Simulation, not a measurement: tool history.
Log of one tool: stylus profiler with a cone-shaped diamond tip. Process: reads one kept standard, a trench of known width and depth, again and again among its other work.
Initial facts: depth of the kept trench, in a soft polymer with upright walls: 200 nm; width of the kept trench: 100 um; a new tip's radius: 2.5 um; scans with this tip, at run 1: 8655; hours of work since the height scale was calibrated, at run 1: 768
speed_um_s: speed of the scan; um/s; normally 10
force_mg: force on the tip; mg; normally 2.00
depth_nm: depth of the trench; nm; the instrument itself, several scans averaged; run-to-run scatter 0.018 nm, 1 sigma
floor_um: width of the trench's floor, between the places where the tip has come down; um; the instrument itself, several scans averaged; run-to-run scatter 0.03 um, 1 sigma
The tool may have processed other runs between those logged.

run   hour  speed_um_s  force_mg  scans with this tip  hours of work since the height scale was calibrated  depth_nm  floor_um
  1    0.0          10      2.00                 8655                                                  768    202.05     96.91
  2   10.8          10      2.00                 8714                                                  773    202.04     96.90
  3   19.9          10      3.59                 8765                                                  778    202.90     96.86
  4   30.2          10      2.00                 8822                                                  783    202.06     96.86
  5   42.2          10      2.00                 8888                                                  789    202.03     96.87
  6   57.1          10      2.00                 8971                                                  796    202.04     96.85
  7   70.0          10      4.67                 9042                                                  802    203.36     96.93
  8   84.6          10      4.67                 9123                                                  810    203.42     96.89
  9  100.2          10      3.88                 9209                                                  817    203.03     96.87
 10  114.7          10      2.68                 9289                                                  824    202.41     96.89
 11  132.1          16      5.61                 9385                                                  833    203.79     96.83
 12  151.9          10      1.91                 9495                                                  843    202.01     96.79
 13  166.1          10      1.91                 9573                                                  850    202.01     96.79
 14  184.1          10      1.05                 9673                                                  858    201.46     96.77
 15  193.6           3      2.50                 9726                                                  863    202.34     96.83
     206.0  -- new tip fitted, height scale calibrated
 16  209.9           4      1.39                   22                                                    2    201.40     98.00
 17  227.3           6      1.57                  118                                                   10    201.51     97.94
 18  237.8          26      1.73                  176                                                   16    201.62     97.88
 19  257.6          10      0.84                  286                                                   25    201.01     97.91
 20  272.4          10      0.84                  368                                                   33    201.02     97.92

Take each entry between the runs: how does the hidden state at the last listed run before it differ from the hidden state at the first listed run after it?
Logged between run 15 and run 16: new tip fitted, height scale calibrated (hour 206.0)
  radius of the tip, um: 6.42 -> 2.56; height scale over the true one, %: 0.166 -> 0.023
  measured result minus the result with no hidden state, depth_nm: +0.33 -> +0.05 nm; floor_um: -1.22 -> -0.02 um

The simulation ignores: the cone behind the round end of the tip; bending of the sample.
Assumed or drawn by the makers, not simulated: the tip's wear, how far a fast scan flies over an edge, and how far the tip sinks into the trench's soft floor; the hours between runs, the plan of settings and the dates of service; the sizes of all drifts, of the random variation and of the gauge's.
